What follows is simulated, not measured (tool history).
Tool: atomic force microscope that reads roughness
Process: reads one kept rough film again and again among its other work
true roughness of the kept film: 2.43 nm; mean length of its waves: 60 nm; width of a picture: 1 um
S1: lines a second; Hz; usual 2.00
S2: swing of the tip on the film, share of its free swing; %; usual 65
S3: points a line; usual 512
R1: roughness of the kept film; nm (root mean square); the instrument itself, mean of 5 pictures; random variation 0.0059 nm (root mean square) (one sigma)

{"run": 1, "hour": 0.0, "S1": 2.0, "S2": 65, "S3": 512, "R1": 2.206}
{"run": 2, "hour": 9.1, "S1": 2.0, "S2": 65, "S3": 512, "R1": 2.223}
{"run": 3, "hour": 16.9, "S1": 2.0, "S2": 65, "S3": 512, "R1": 2.219}
{"run": 4, "hour": 25.3, "S1": 2.0, "S2": 63, "S3": 512, "R1": 2.232}
{"run": 5, "hour": 31.2, "S1": 2.0, "S2": 63, "S3": 512, "R1": 2.242}
{"run": 6, "hour": 39.2, "S1": 2.0, "S2": 63, "S3": 512, "R1": 2.237}
{"hour": 42.0, "done": "new tip fitted"}
{"run": 7, "hour": 50.5, "S1": 2.0, "S2": 62, "S3": 512, "R1": 2.248}
{"run": 8, "hour": 58.9, "S1": 2.0, "S2": 62, "S3": 512, "R1": 2.242}
{"run": 9, "hour": 64.6, "S1": 2.0, "S2": 65, "S3": 512, "R1": 2.227}
{"run": 10, "hour": 69.8, "S1": 2.0, "S2": 65, "S3": 512, "R1": 2.218}
{"run": 11, "hour": 75.8, "S1": 2.0, "S2": 65, "S3": 512, "R1": 2.212}
{"run": 12, "hour": 86.7, "S1": 2.0, "S2": 89, "S3": 512, "R1": 1.885}
{"run": 13, "hour": 93.6, "S1": 2.0, "S2": 89, "S3": 512, "R1": 1.872}
{"run": 14, "hour": 98.9, "S1": 2.64, "S2": 65, "S3": 512, "R1": 2.182}
{"run": 15, "hour": 105.3, "S1": 2.48, "S2": 84, "S3": 326, "R1": 1.887}
{"run": 16, "hour": 113.0, "S1": 0.78, "S2": 59, "S3": 271, "R1": 2.331}
{"run": 17, "hour": 120.1, "S1": 2.99, "S2": 65, "S3": 312, "R1": 2.139}
{"run": 18, "hour": 125.3, "S1": 0.7, "S2": 86, "S3": 714, "R1": 2.207}
{"run": 19, "hour": 130.1, "S1": 0.7, "S2": 86, "S3": 714, "R1": 2.207}

Run 20 comes next. What will it give?
{"run": 20, "hour": 140.6, "S1": 1.4, "S2": 65, "S3": 512, "R1": "?"}

R1: 2.280 nm (root mean square)
Without the tool's hidden state the same run would have given R1 2.282 nm (root mean square).
